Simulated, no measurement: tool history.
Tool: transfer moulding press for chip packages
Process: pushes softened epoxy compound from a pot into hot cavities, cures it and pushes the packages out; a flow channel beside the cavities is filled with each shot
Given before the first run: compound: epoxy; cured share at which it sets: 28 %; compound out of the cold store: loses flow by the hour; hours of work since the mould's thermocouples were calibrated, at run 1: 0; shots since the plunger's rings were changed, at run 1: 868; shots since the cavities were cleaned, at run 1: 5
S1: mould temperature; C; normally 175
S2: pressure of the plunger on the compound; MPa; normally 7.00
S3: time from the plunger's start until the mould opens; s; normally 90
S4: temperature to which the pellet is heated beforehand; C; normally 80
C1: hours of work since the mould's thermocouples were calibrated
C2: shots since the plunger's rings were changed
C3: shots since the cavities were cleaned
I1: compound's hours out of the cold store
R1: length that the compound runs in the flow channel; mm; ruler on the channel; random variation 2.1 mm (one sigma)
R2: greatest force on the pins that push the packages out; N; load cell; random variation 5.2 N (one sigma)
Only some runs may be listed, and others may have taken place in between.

Run 1, hour 0.0: usual settings; C1 0; C2 868; C3 5; I1 27.6. Result: R1 621 mm, R2 166 N.
Run 2, hour 59.4: usual settings; C1 46; C2 1818; C3 955; I1 37.8. Result: R1 578 mm, R2 275 N.
At hour 76.3: cavities cleaned with cleaning compound and waxed.
Run 3, hour 109.9: usual settings; C1 84; C2 2602; C3 538; I1 25.2. Result: R1 618 mm, R2 243 N.
At hour 152.6: cavities cleaned with cleaning compound and waxed.
Run 4, hour 166.7: usual settings but S2 6.20 MPa; C1 127; C2 3487; C3 227; I1 42.6. Result: R1 521 mm, R2 201 N.
At hour 231.7: cavities cleaned with cleaning compound and waxed.
Run 5, hour 232.8: usual settings but S4 87 C; C1 177; C2 4520; C3 18; I1 39.5. Result: R1 558 mm, R2 171 N.
Run 6, hour 301.4: usual settings but S3 114 s; C1 230; C2 5617; C3 1115; I1 27.1. Result: R1 587 mm, R2 269 N.
At hour 309.3: cavities cleaned with cleaning compound and waxed.
Run 7, hour 343.6: usual settings but S3 114 s; C1 262; C2 6269; C3 549; I1 42.0. Result: R1 537 mm, R2 219 N.
At hour 365.1: plunger's sealing rings changed.
At hour 389.4: cavities cleaned with cleaning compound and waxed.
Run 8, hour 409.7: usual settings but S1 180 C; C1 310; C2 689; C3 325; I1 38.0. Result: R1 576 mm, R2 202 N.
Run 9, hour 447.0: usual settings; C1 339; C2 1285; C3 921; I1 16.6. Result: R1 659 mm, R2 270 N.
At hour 455.3: mould's thermocouples calibrated.
At hour 466.8: cavities cleaned with cleaning compound and waxed.
Run 10, hour 515.8: usual settings but S3 86 s; C1 46; C2 2330; C3 784; I1 38.3. Result: R1 571 mm, R2 251 N.
At hour 545.8: cavities cleaned with cleaning compound and waxed.
Run 11, hour 586.5: usual settings but S1 169 C, S3 86 s; C1 99; C2 3437; C3 652; I1 9.9. Result: R1 677 mm, R2 335 N.
At hour 620.0: cavities cleaned with cleaning compound and waxed.
Run 12, hour 647.1: usual settings but S1 169 C, S3 86 s; C1 145; C2 4383; C3 434; I1 26.3. Result: R1 612 mm, R2 289 N.
At hour 697.7: cavities cleaned with cleaning compound and waxed.
Run 13, hour 710.8: usual settings but S1 169 C, S3 86 s; C1 193; C2 5377; C3 209; I1 47.0. Result: R1 534 mm, R2 242 N.
Run 14, hour 767.7: usual settings but S1 169 C, S3 86 s; C1 237; C2 6288; C3 1120; I1 38.9. Result: R1 556 mm, R2 328 N.
At hour 773.3: cavities cleaned with cleaning compound and waxed.
At hour 790.0: plunger's sealing rings changed.
Run 15, hour 834.3: usual settings but S1 169 C, S2 7.51 MPa, S3 72 s; C1 286; C2 708; C3 935; I1 26.6. Result: R1 650 mm, R2 460 N.
At hour 851.0: cavities cleaned with cleaning compound and waxed.
Run 16, hour 903.4: usual settings but S1 170 C; C1 338; C2 1791; C3 839; I1 18.9. Result: R1 649 mm, R2 277 N.
At hour 910.6: mould's thermocouples calibrated.
At hour 930.7: cavities cleaned with cleaning compound and waxed.
Run 17, hour 962.1: usual settings but S2 5.21 MPa; C1 39; C2 2673; C3 502; I1 32.9. Result: R1 506 mm, R2 229 N.
At hour 1007.9: cavities cleaned with cleaning compound and waxed.
Run 18, hour 1016.9: usual settings but S2 5.21 MPa; C1 80; C2 3526; C3 143; I1 45.4. Result: R1 465 mm, R2 190 N.
Run 19, hour 1074.2: usual settings but S1 168 C, S4 76 C; C1 124; C2 4442; C3 1059; I1 41.9. Result: R1 555 mm, R2 338 N.
At hour 1084.7: cavities cleaned with cleaning compound and waxed.
Run 20, hour 1119.4: usual settings but S1 181 C, S3 85 s, S4 82 C; C1 158; C2 5143; C3 557; I1 34.6. Result: R1 560 mm, R2 232 N.
At hour 1162.0: cavities cleaned with cleaning compound and waxed.
Run 21, hour 1173.1: usual settings but S1 180 C, S2 6.77 MPa, S3 107 s, S4 76 C; C1 199; C2 5977; C3 177; I1 8.3. Result: R1 645 mm, R2 187 N.
At hour 1211.6: plunger's sealing rings changed.
Run 22, hour 1220.2: usual settings but S1 180 C, S2 6.77 MPa, S3 107 s, S4 76 C; C1 233; C2 138; C3 891; I1 41.1. Result: R1 560 mm, R2 246 N.
At hour 1244.0: cavities cleaned with cleaning compound and waxed.
Run 23, hour 1286.9: usual settings but S1 180 C, S2 6.12 MPa, S3 107 s, S4 78 C; C1 284; C2 1180; C3 686; I1 20.8. Result: R1 595 mm, R2 243 N.
At hour 1318.6: cavities cleaned with cleaning compound and waxed.
Run 24, hour 1355.8: usual settings but S1 176 C, S4 86 C; C1 336; C2 2258; C3 594; I1 10.5. Result: R1 673 mm, R2 239 N.
At hour 1363.7: mould's thermocouples calibrated.
At hour 1395.7: cavities cleaned with cleaning compound and waxed.
Run 25, hour 1408.0: usual settings but S2 7.86 MPa, S3 87 s; C1 33; C2 3038; C3 196; I1 38.9. Result: R1 597 mm, R2 199 N.
Run 26, hour 1439.3: usual settings but S1 171 C, S2 7.56 MPa, S4 72 C; C1 57; C2 3538; C3 696; I1 20.2. Result: R1 661 mm, R2 290 N.

Forecast each of these 5 alternatives for the next run:
At hour 1472.8: cavities cleaned with cleaning compound and waxed.
Run A, hour 1502.5: usual settings but S1 171 C, S2 8.73 MPa, S4 72 C; C1 105; C2 4526; C3 476; I1 23.2. Result: R1 ?, R2 ?.
At hour 1472.8: cavities cleaned with cleaning compound and waxed.
Run B, hour 1502.5: usual settings but S2 8.56 MPa, S4 85 C; C1 105; C2 4526; C3 476; I1 18.8. Result: R1 ?, R2 ?.
At hour 1472.8: cavities cleaned with cleaning compound and waxed.
Run C, hour 1502.5: usual settings but S1 183 C, S2 5.65 MPa, S3 122 s, S4 72 C; C1 105; C2 4526; C3 476; I1 46.9. Result: R1 ?, R2 ?.
At hour 1472.8: cavities cleaned with cleaning compound and waxed.
Run D, hour 1502.5: usual settings but S1 167 C, S2 6.26 MPa, S3 81 s, S4 72 C; C1 105; C2 4526; C3 476; I1 28.7. Result: R1 ?, R2 ?.
At hour 1472.8: cavities cleaned with cleaning compound and waxed.
Run E, hour 1502.5: usual settings but S3 87 s, S4 88 C; C1 105; C2 4526; C3 476; I1 19.7. Result: R1 ?, R2 ?.

run   R1   R2
  A  685  264
  B  691  245
  C  470  214
  D  567  386
  E  623  236
Without the tool's unlogged condition, the same runs would have read:
run   R1   R2
  A  723  193
  B  729  178
  C  496  153
  D  599  285
  E  657  171
